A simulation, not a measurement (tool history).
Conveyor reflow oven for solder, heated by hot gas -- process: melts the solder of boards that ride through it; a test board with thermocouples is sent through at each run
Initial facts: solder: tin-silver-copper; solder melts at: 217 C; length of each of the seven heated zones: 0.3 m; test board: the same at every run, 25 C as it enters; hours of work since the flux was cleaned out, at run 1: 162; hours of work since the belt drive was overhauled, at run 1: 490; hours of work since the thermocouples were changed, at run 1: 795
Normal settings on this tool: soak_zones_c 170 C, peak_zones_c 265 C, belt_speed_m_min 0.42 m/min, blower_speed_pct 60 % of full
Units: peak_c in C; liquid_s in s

| run | day | soak_zones_c | peak_zones_c | belt_speed_m_min | blower_speed_pct | hours of work since the flux was cleaned out | hours of work since the belt drive was overhauled | hours of work since the thermocouples were changed | peak_c | liquid_s |
|---|---|---|---|---|---|---|---|---|---|---|
| 1 | 0 | 170 | 265 | 0.42 | 60 | 162 | 490 | 795 | 246.5 | 58 |
| 2 | 0.708 | 170 | 265 | 0.42 | 60 | 173 | 500 | 805 | 247.5 | 57.7 |
| 3 | 1.429 | 170 | 265 | 0.42 | 60 | 184 | 511 | 816 | 247.5 | 58.3 |
| 4 | 2.342 | 170 | 265 | 0.42 | 60 | 197 | 525 | 830 | 247.4 | 57.9 |
| 5 | 2.967 | 170 | 265 | 0.42 | 60 | 207 | 534 | 840 | 247.3 | 57.3 |
| 6 | 3.525 | 170 | 265 | 0.42 | 60 | 215 | 543 | 848 | 247.5 | 57.8 |
| 7 | 4.292 | 170 | 265 | 0.42 | 60 | 227 | 554 | 860 | 247 | 57.5 |
| 8 | 5.046 | 170 | 261 | 0.414 | 60 | 238 | 566 | 871 | 244.6 | 56.3 |
| 9 | 5.75 | 170 | 261 | 0.414 | 60 | 249 | 576 | 882 | 243.7 | 55.9 |
|  | 6.1 | thermocouples of zones 6 and 7 changed |
| 10 | 6.408 | 170 | 261 | 0.414 | 60 | 258 | 585 | 5 | 244.1 | 55.5 |
| 11 | 7.008 | 175 | 257 | 0.444 | 73 | 267 | 594 | 14 | 243.3 | 53.6 |
| 12 | 7.896 | 158 | 265 | 0.349 | 53 | 280 | 608 | 27 | 249.3 | 68.2 |
| 13 | 8.408 | 170 | 265 | 0.406 | 74 | 288 | 615 | 35 | 252.1 | 66.5 |

Hidden condition of the tool, last listed run before each entry between runs versus first listed run after:
From run 9 to run 10: thermocouples of zones 6 and 7 changed (day 6.1)
  true gas temperature in zones 6 and 7 over the reading, C: -0.06 -> 0
